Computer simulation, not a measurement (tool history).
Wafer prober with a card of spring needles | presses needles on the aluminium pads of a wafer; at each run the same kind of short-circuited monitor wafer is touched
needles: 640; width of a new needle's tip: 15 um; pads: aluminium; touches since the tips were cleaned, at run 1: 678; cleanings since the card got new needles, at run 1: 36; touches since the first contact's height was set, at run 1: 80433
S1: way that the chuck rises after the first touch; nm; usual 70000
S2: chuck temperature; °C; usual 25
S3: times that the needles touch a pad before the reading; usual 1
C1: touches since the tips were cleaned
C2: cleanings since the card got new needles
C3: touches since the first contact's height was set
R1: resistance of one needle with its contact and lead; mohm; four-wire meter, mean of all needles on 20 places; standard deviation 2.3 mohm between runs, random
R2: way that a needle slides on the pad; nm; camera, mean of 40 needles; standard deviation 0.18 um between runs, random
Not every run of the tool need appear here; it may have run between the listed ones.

run	hour	S1	S2	S3	C1	C2	C3	R1	R2
1	0	70000	25	1	678	36	80433	270	17910
# hour 5.5: tips cleaned on abrasive film
# hour 14.6: tips cleaned on abrasive film
# hour 23.6: tips cleaned on abrasive film
# hour 32.7: tips cleaned on abrasive film
2	35.5	70000	32	1	730	40	89726	276	17810
# hour 41: tips cleaned on abrasive film
# hour 48.2: tips cleaned on abrasive film
# hour 57.2: tips cleaned on abrasive film
3	57.2	57000	32	1	0	43	95406	275	14280
# hour 66.3: tips cleaned on abrasive film
# hour 75.4: tips cleaned on abrasive film
# hour 84.5: tips cleaned on abrasive film
# hour 91.7: tips cleaned on abrasive film
# hour 100.8: tips cleaned on abrasive film
4	102.2	70000	25	1	364	48	107189	269	17610
# hour 109.5: tips cleaned on abrasive film
# hour 118.6: tips cleaned on abrasive film
# hour 127.6: tips cleaned on abrasive film
# hour 136.7: tips cleaned on abrasive film
5	142.1	81000	25	1	1423	52	117653	277	20250
# hour 145.8: tips cleaned on abrasive film
# hour 154.9: tips cleaned on abrasive film
# hour 162.1: tips cleaned on abrasive film
# hour 171.2: tips cleaned on abrasive film
6	175.8	70000	25	1	1205	56	126470	274	17460
# hour 179.5: tips cleaned on abrasive film
# hour 186.7: tips cleaned on abrasive film
# hour 195.8: tips cleaned on abrasive film
# hour 204.9: tips cleaned on abrasive film
7	209.9	70000	25	1	1339	60	135420	277	17510
# hour 213.6: tips cleaned on abrasive film
# hour 220.9: tips cleaned on abrasive film
# hour 230: tips cleaned on abrasive film
8	231.8	70000	25	1	479	63	141133	270	17140
# hour 238.6: tips cleaned on abrasive film
# hour 245.9: tips cleaned on abrasive film
# hour 254.9: tips cleaned on abrasive film
# hour 262.2: tips cleaned on abrasive film
9	268	70000	25	2	1528	67	150614	282	17740
# hour 269.9: tips cleaned on abrasive film
# hour 279: tips cleaned on abrasive film
# hour 286.3: tips cleaned on abrasive film
10	291.7	70000	25	1	1445	70	156819	282	17180
# hour 293.6: tips cleaned on abrasive film
# hour 302.7: tips cleaned on abrasive film
# hour 310: tips cleaned on abrasive film
11	311.8	70000	25	1	490	73	162064	272	17630
# hour 317.3: tips cleaned on abrasive film
# hour 324.6: tips cleaned on abrasive film
# hour 333.7: tips cleaned on abrasive film
# hour 342.7: tips cleaned on abrasive film
# hour 350: tips cleaned on abrasive film
# hour 353.9: height of the first contact set anew
# hour 358.3: tips cleaned on abrasive film
12	358.3	70000	25	1	0	79	1141	269	18600
# hour 365.6: tips cleaned on abrasive film
# hour 374.7: tips cleaned on abrasive film
13	379.3	70000	25	2	1224	81	6647	272	18200
# hour 383: tips cleaned on abrasive film
# hour 392.1: tips cleaned on abrasive film
# hour 401.1: tips cleaned on abrasive film
# hour 410.2: tips cleaned on abrasive film
# hour 419.3: tips cleaned on abrasive film
# hour 427.4: tips cleaned on abrasive film
14	427.4	70000	34	1	0	87	19222	269	18610
# hour 436.4: tips cleaned on abrasive film
# hour 445.5: tips cleaned on abrasive film
# hour 452.8: tips cleaned on abrasive film
15	455.6	64000	38	2	744	90	26628	278	16780
# hour 461.1: tips cleaned on abrasive film
# hour 470.2: tips cleaned on abrasive film
# hour 479.3: tips cleaned on abrasive film
# hour 488.3: tips cleaned on abrasive film
16	491.9	77000	123	1	945	94	36138	299	20010
# hour 497.4: tips cleaned on abrasive film
# hour 506.5: tips cleaned on abrasive film
# hour 515.6: tips cleaned on abrasive film
17	519.6	71000	36	3	1073	97	43397	273	18600
# hour 523.3: tips cleaned on abrasive film
# hour 532.4: tips cleaned on abrasive film
# hour 541.5: tips cleaned on abrasive film
18	541.7	77000	25	1	62	100	49166	268	19990
# hour 549: tips cleaned on abrasive film
# hour 558: tips cleaned on abrasive film
# hour 567.1: tips cleaned on abrasive film
# hour 576.2: tips cleaned on abrasive film
# hour 583.5: tips cleaned on abrasive film
19	584.2	77000	25	1	179	105	60288	267	20070
# hour 591.4: tips cleaned on abrasive film
# hour 600.5: tips cleaned on abrasive film
# hour 607.8: tips cleaned on abrasive film
# hour 616.9: tips cleaned on abrasive film
20	621.7	69000	89	1	1265	109	70118	300	17660
# hour 625.4: tips cleaned on abrasive film
# hour 634.4: tips cleaned on abrasive film
# hour 643.5: tips cleaned on abrasive film
# hour 652.6: tips cleaned on abrasive film
21	654.4	62000	89	2	471	113	78678	291	15770
# hour 661.7: tips cleaned on abrasive film
# hour 670.7: tips cleaned on abrasive film
# hour 678: tips cleaned on abrasive film
22	680.9	63000	90	2	763	116	85627	295	16200
# hour 686.4: tips cleaned on abrasive film
# hour 695.5: tips cleaned on abrasive film
# hour 704.5: tips cleaned on abrasive film
# hour 713.6: tips cleaned on abrasive film
23	719.2	68000	90	2	1468	120	95659	300	17300
# hour 721.1: tips cleaned on abrasive film
# hour 730.1: tips cleaned on abrasive film
# hour 737.4: tips cleaned on abrasive film
# hour 746.5: tips cleaned on abrasive film
# hour 755.6: tips cleaned on abrasive film
24	761.8	68000	90	2	1642	125	106813	295	16900
# hour 763.7: tips cleaned on abrasive film
# hour 770.9: tips cleaned on abrasive film
# hour 780: tips cleaned on abrasive film
# hour 787.3: tips cleaned on abrasive film
# hour 794.7: tips cleaned on abrasive film
25	794.7	87000	44	2	0	130	115415	270	22080
# hour 802: tips cleaned on abrasive film
# hour 811.1: tips cleaned on abrasive film
# hour 820.2: tips cleaned on abrasive film
26	824.6	87000	44	2	1157	133	123240	276	21650
# hour 828.3: tips cleaned on abrasive film
# hour 835.6: tips cleaned on abrasive film
# hour 844.6: tips cleaned on abrasive film
# hour 851.9: tips cleaned on abrasive film
# hour 861: tips cleaned on abrasive film
27	862.2	67000	26	2	326	138	133082	272	16530

For some of the steps in R1 from one run to the next: how much would appear even if the tool had no hidden state, given the settings, what came in and random variation, and how much remains for the hidden state plus any gauge scatter that the measured result and the result without hidden state don't share?
The hidden state here: debris on the tips, nm; way that the needles fall short of the set height, um; tips' diameter, um; drift of the gauge itself on contact_mohm, %; drift of the gauge itself on scrub_um, %.
Run 16 -> 17: S1 77000 -> 71000, S2 123 -> 36, S3 1 -> 3, tips cleaned on abrasive film, tips cleaned on abrasive film, tips cleaned on abrasive film. R1 -26 mohm: hidden state -5, all else -21.
Run 19 -> 20: S1 77000 -> 69000, S2 25 -> 89, tips cleaned on abrasive film, tips cleaned on abrasive film, tips cleaned on abrasive film, tips cleaned on abrasive film. R1 +33 mohm: hidden state +11, all else +22.
Run 24 -> 25: S1 68000 -> 87000, S2 90 -> 44, tips cleaned on abrasive film, tips cleaned on abrasive film, tips cleaned on abrasive film, tips cleaned on abrasive film, tips cleaned on abrasive film. R1 -25 mohm: hidden state -12, all else -13.
